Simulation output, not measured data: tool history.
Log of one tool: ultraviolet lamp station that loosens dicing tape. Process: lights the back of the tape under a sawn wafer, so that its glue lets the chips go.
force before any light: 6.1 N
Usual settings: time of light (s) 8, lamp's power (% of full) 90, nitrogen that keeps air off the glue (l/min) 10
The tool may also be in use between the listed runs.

run	day	time of light (s)	lamp's power (% of full)	nitrogen that keeps air off the glue (l/min)	force that peels the tape off (N)	light that reached the tape (mJ/cm²)
1	0	8	90	10	0.82	473
2	2.167	8	90	10	0.865	466
3	4.8	8	90	10	0.948	444
4	7.483	8	90	10	0.981	423
5	8.938	8	90	10	0.993	423
6	11.288	8	90	10	1.104	403
7	14.329	8	90	10	1.15	385
# day 15.804: window cleaned of glue's vapour
8	16.717	8	90	10	1.44	326
9	18.133	12	90	10	0.799	479
10	19.825	12	90	10	0.821	466
11	21.333	12	90	10	0.9	462
# day 21.746: window cleaned of glue's vapour, once more
12	24.338	8	75	7	1.527	357
13	26.442	15	93	7	0.382	801
14	28.575	15	93	7	0.41	760

Forecast run 15:
15	30.604	8	90	3	?	?

force that peels the tape off (N): 2.053
light that reached the tape (mJ/cm²): 387
Without the tool's hidden state the same run would have given force that peels the tape off (N) 1.071, light that reached the tape (mJ/cm²) 632.

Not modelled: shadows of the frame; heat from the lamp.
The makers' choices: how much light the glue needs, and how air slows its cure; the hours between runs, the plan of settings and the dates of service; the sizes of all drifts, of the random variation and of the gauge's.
